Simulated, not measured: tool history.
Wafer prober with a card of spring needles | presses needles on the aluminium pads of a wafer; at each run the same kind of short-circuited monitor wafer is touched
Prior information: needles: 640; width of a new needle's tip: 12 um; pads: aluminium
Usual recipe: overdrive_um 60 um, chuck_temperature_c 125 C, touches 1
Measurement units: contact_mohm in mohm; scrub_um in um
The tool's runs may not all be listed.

run,hour,overdrive_um,chuck_temperature_c,touches,contact_mohm,scrub_um
1,0,60,125,1,152,15.62
# hour 14.9: tips cleaned on abrasive film
# hour 41.8: tips cleaned on abrasive film
2,57.2,60,125,1,154,15.64
# hour 68.9: tips cleaned on abrasive film
# hour 97.1: tips cleaned on abrasive film
3,108.3,60,125,1,150,15.62
# hour 127.1: tips cleaned on abrasive film
# hour 156.6: tips cleaned on abrasive film
# hour 187.2: tips cleaned on abrasive film
4,195.6,60,125,1,152,15.59
# hour 206.4: height of the first contact set anew
# hour 219.4: tips cleaned on abrasive film
# hour 245.6: tips cleaned on abrasive film
5,262,60,125,1,150,15.63
# hour 271.6: tips cleaned on abrasive film
# hour 299: tips cleaned on abrasive film
6,317.7,60,125,1,152,15.63
# hour 330.5: tips cleaned on abrasive film
# hour 358.2: tips cleaned on abrasive film
# hour 385.1: tips cleaned on abrasive film
7,393.4,60,125,1,154,15.66
# hour 411.9: tips cleaned on abrasive film
8,429,61,125,2,149,15.85
# hour 441.6: tips cleaned on abrasive film
# hour 468.7: tips cleaned on abrasive film
9,468.7,76,37,2,137,19.84
# hour 496.8: tips cleaned on abrasive film
# hour 526.5: tips cleaned on abrasive film
10,549.1,76,37,2,137,19.87
# hour 553.9: tips cleaned on abrasive film
# hour 581.1: tips cleaned on abrasive film
# hour 607.5: tips cleaned on abrasive film
# hour 633.7: tips cleaned on abrasive film
11,633.7,76,37,2,134,19.9
# hour 665.9: tips cleaned on abrasive film
# hour 692.8: tips cleaned on abrasive film
12,717.1,60,33,1,136,15.69
# hour 722.3: tips cleaned on abrasive film
# hour 749.6: tips cleaned on abrasive film
# hour 762.8: height of the first contact set anew
13,773.6,51,87,2,145,13.34

Alternative continuations, all from the tool just after run 13; predict every row:
# hour 780.2: tips cleaned on abrasive film
# hour 811.2: tips cleaned on abrasive film
# hour 840.9: tips cleaned on abrasive film
A,844,64,56,1,?,?
# hour 780.2: tips cleaned on abrasive film
# hour 811.2: tips cleaned on abrasive film
# hour 840.9: tips cleaned on abrasive film
B,844,51,32,2,?,?
# hour 780.2: tips cleaned on abrasive film
# hour 811.2: tips cleaned on abrasive film
# hour 840.9: tips cleaned on abrasive film
C,844,44,125,1,?,?

run,contact_mohm,scrub_um
A,136,16.78
B,134,13.4
C,154,11.5
Take away the tool's hidden state, keep each run's random variation, and the runs would have read:
run,contact_mohm,scrub_um
A,136,16.64
B,134,13.29
C,154,11.4

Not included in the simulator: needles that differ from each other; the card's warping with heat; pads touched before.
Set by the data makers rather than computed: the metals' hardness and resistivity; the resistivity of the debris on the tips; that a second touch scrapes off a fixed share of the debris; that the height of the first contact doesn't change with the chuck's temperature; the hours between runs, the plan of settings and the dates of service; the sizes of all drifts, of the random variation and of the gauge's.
